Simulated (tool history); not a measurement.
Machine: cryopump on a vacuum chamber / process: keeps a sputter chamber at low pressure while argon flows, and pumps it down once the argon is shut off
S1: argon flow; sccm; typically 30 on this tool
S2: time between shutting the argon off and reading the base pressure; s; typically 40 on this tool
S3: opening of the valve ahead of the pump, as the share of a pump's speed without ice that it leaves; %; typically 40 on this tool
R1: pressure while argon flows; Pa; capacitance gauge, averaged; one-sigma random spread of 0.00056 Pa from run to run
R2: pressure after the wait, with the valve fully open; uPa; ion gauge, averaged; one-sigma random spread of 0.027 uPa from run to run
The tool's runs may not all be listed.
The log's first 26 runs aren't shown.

Run 27, hour 2315.8: usual settings but S2 30 s. Result: R1 0.0603 Pa, R2 2.37 uPa.
Run 28, hour 2420.9: usual settings but S2 30 s. Result: R1 0.0605 Pa, R2 2.4 uPa.
Run 29, hour 2516.7: usual settings but S3 27 %. Result: R1 0.0899 Pa, R2 2.03 uPa.
Run 30, hour 2569.3: usual settings but S1 59 sccm, S2 30 s, S3 56 %. Result: R1 0.0874 Pa, R2 2.49 uPa.
Run 31, hour 2649.2: usual settings but S1 59 sccm, S2 30 s, S3 56 %. Result: R1 0.0871 Pa, R2 2.5 uPa.
Run 32, hour 2746: usual settings but S1 59 sccm, S2 30 s, S3 56 %. Result: R1 0.0872 Pa, R2 2.53 uPa.
Run 33, hour 2840.9: usual settings but S3 24 %. Result: R1 0.1017 Pa, R2 2.14 uPa.
Run 34, hour 2942.6: usual settings but S1 47 sccm, S2 197 s, S3 42 %. Result: R1 0.0917 Pa, R2 1.35 uPa.

What if the next run were any one of these 4? Each begins from the tool's condition after run 34:
Run A, hour 3056.4: usual settings but S2 35 s. Result: R1 ?, R2 ?.
Run B, hour 3056.4: usual settings but S1 19 sccm, S2 57 s, S3 19 %. Result: R1 ?, R2 ?.
Run C, hour 3056.4: usual settings but S1 28 sccm, S2 197 s, S3 42 %. Result: R1 ?, R2 ?.
Run D, hour 3056.4: usual settings but S1 47 sccm, S2 131 s, S3 39 %. Result: R1 ?, R2 ?.

run      R1    R2
  A  0.0629  2.37
  B  0.0814   1.9
  C   0.055  1.36
  D  0.1004  1.48
With the hidden condition removed and each run's random variation left untouched, the same runs would have given:
run      R1    R2
  A  0.0612  1.36
  B  0.0803  0.91
  C  0.0534  0.36
  D  0.0977  0.48
